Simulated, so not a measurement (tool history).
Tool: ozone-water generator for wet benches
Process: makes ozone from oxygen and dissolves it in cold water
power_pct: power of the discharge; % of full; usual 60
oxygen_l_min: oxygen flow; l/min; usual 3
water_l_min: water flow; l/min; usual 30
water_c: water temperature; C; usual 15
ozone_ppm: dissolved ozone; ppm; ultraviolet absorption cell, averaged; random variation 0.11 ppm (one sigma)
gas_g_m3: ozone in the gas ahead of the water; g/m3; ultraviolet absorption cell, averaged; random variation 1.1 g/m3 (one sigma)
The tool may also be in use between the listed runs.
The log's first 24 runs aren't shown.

run	hour	power_pct	oxygen_l_min	water_l_min	water_c	hours of work since the electrodes were changed	hours of work since the contactor was cleaned	hours of work since the thermometer was calibrated	ozone_ppm	gas_g_m3
25	764.3	63	3	30	21	569	2662	2803	7.7	189
26	784.3	63	3	30	21	581	2675	2816	7.6	190.5
27	820.6	77	2.87	35	15	604	2697	2838	7.6	213.9
28	855.2	44	5.02	42	21	625	2718	2859	5.3	121.8
29	880	60	2.96	29	9	640	2733	2874	8.2	187.5
30	899.4	60	2.96	29	9	652	2745	2886	8.4	185.1
31	921.9	74	3.76	35	9	666	2759	2900	8.4	181.7
32	949.6	49	3	39	10	683	2776	2917	5.3	166.3

Forecast each of these 4 alternatives for the next run:
A	984.9	47	2.34	30	15	704	2798	2939	?	?
B	984.9	49	1.92	36	13	704	2798	2939	?	?
C	984.9	60	2.35	24	15	704	2798	2939	?	?
D	984.9	60	3	39	12	704	2798	2939	?	?

run	ozone_ppm	gas_g_m3
A	6.5	182.4
B	5	207.2
C	9.2	208
D	5.9	185.4
Without the tool's hidden state the same runs would have given:
run	ozone_ppm	gas_g_m3
A	7.1	185.9
B	5.5	211.3
C	10.1	212.7
D	6.6	189.6

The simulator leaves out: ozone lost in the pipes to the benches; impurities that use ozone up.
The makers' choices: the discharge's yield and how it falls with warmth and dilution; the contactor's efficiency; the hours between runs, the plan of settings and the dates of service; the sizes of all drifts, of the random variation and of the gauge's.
